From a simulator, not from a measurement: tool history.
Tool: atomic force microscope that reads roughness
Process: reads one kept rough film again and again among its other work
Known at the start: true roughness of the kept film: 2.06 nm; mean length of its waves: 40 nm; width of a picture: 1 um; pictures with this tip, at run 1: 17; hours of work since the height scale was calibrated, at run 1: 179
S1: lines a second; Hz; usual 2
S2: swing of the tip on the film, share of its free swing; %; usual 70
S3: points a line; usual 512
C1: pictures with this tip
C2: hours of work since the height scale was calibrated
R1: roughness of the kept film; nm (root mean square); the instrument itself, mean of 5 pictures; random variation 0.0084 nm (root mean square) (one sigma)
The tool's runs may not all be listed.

run   hour    S1  S2    S3  C1   C2     R1
  1      0     2  70   512  17  179  1.825
  2   31.2     2  68   512  93  202  1.681
      37.6  -- new tip fitted
  3     73   3.2  70   512  87  234  1.629
        81  -- new tip fitted
  4  102.7   1.2  70   512  53  256  1.768
     127.2  -- new tip fitted
  5  139.8   1.2  70   512  30  283  1.813
     172.3  -- new tip fitted
  6  172.3  0.74  70   512   0  308  1.918
  7  212.9  0.74  70   512  99  338  1.714
     216.9  -- new tip fitted
  8    235     2  70   651  44  355  1.755
     261.2  -- new tip fitted
  9  264.2  1.01  70   512   7  376  1.871
 10  298.1     2  56   512  90  402  1.732
       305  -- new tip fitted
 11  328.9     2  78   512  59  425  1.674
     350.3  -- new tip fitted
 12  352.3  0.88  59   934   5  442  1.921
 13  389.1  0.88  59   934  94  470  1.729
       396  -- new tip fitted
 14  423.5     2  72  1019  67  496  1.702
     439.6  -- new tip fitted
 15  457.8     2  72  1019  44  521  1.732
       483  -- new tip fitted
 16    494  0.88  72   772  27  549  1.844
 17    521  2.87  70   512  92  569  1.641
     527.2  -- new tip fitted
 18  546.9  3.44  87   512  48  588  1.495
     571.6  -- new tip fitted
 19    583  3.44  87   512  28  615  1.528
 20  610.1  1.22  83   961  94  636   1.63
     616.7  -- new tip fitted
 21  627.9     2  56   512  28  649  1.846
       662  -- new tip fitted
 22    662     2  74   893   0  674   1.83

5 ways to go on from here, each from the tool as it stands after run 22. What would each give?
  A  702.2  1.12  62  893  98  705   ?
  B  702.2  1.64  73  512  98  705   ?
  C  702.2  0.87  61  893  98  705   ?
  D  702.2  2.92  72  920  98  705   ?
  E  702.2  1.32  74  893  98  705   ?

run     R1
  A  1.701
  B  1.644
  C  1.715
  D  1.596
  E  1.655
Without the tool's hidden state the same runs would have given:
run     R1
  A  1.918
  B  1.854
  C  1.934
  D  1.799
  E  1.866
